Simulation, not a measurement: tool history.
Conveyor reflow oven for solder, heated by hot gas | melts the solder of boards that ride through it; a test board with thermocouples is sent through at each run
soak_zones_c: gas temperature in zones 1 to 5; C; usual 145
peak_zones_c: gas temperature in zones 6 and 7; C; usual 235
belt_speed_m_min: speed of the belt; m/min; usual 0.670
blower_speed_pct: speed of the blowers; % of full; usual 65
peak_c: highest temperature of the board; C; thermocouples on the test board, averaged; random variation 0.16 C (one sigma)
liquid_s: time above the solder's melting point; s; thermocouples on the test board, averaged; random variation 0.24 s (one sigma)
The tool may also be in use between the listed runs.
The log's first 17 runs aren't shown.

run,hour,soak_zones_c,peak_zones_c,belt_speed_m_min,blower_speed_pct,peak_c,liquid_s
18,1216.3,156,235,0.670,52,210.8,53.1
19,1262.5,155,235,0.731,65,210.4,47.8
20,1356.9,147,231,0.638,55,208.2,49.3
21,1442.5,147,246,0.670,57,217.8,55.6
# hour 1454.4: flux residue cleaned out of gas plates and filters
22,1511.5,147,229,0.670,57,206.8,46.5
23,1568.8,143,244,0.669,68,220.7,57.3
24,1621.1,143,241,0.669,67,217.8,55.1
25,1666.9,138,238,0.659,57,212.1,48.8

Forecast run 26:
26,1739.1,149,235,0.743,65,?,?

Run 26 gave peak_c 210.3 C, liquid_s 45.1 s.
Without the tool's hidden state the same run would have given peak_c 209.9 C, liquid_s 44.3 s.
